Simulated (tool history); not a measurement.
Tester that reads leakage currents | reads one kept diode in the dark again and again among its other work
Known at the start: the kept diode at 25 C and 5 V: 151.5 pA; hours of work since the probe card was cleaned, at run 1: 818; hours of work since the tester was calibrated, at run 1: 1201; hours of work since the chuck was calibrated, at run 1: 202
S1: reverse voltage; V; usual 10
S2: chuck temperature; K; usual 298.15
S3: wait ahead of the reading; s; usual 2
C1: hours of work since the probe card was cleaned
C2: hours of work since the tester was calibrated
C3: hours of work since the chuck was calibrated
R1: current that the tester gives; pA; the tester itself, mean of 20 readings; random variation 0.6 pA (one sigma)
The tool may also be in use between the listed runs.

run     day    S1      S2    S3    C1    C2   C3      R1
  1       0    10  298.15     2   818  1201  202  220.14
  2   2.475    10  298.15     2   858  1240  242  223.63
  3   4.321  19.9  298.15     2   888  1270  272  301.26
  4   7.325  19.9  298.15     2   936  1318  320  305.42
  5   8.621  19.9  298.15     2   957  1339  341  308.46
  6    9.95  19.9  298.15     2   978  1360  362  311.25
  7  11.304  19.9  298.15  5.99  1000  1382  384  311.69
  8  14.296    10  298.15  1.57  1048  1430  432  239.63
  9  16.738    10  309.15  0.34  1087  1469  471  662.39
 10  18.325    10  309.15  0.34  1113  1495  497  663.62
 11  21.292    10  294.15  0.34  1160  1542  544  171.96
 12  24.112    10  296.15  0.52  1206  1588  589  209.66
 13  25.883  11.7  311.15  1.64  1234  1616  618   878.9
 14  28.258   8.3  298.15   0.3  1272  1654  656  240.25
 15  30.104   8.3  298.15   0.3  1302  1684  686  242.55

The same runs without the tool's hidden state, with the same run-to-run variation:
The hidden state here: stray current of the dirty probe card, pA a volt; current scale over the true one, %; true chuck temperature over the reading, C; drift of the gauge itself on leakage_pa, %.
run      R1
  1  199.29
  2  199.53
  3  262.17
  4  261.08
  5  261.61
  6  261.99
  7  260.19
  8  199.73
  9  563.08
 10  560.39
 11  135.57
 12  164.08
 13   716.3
 14  186.48
 15  186.55

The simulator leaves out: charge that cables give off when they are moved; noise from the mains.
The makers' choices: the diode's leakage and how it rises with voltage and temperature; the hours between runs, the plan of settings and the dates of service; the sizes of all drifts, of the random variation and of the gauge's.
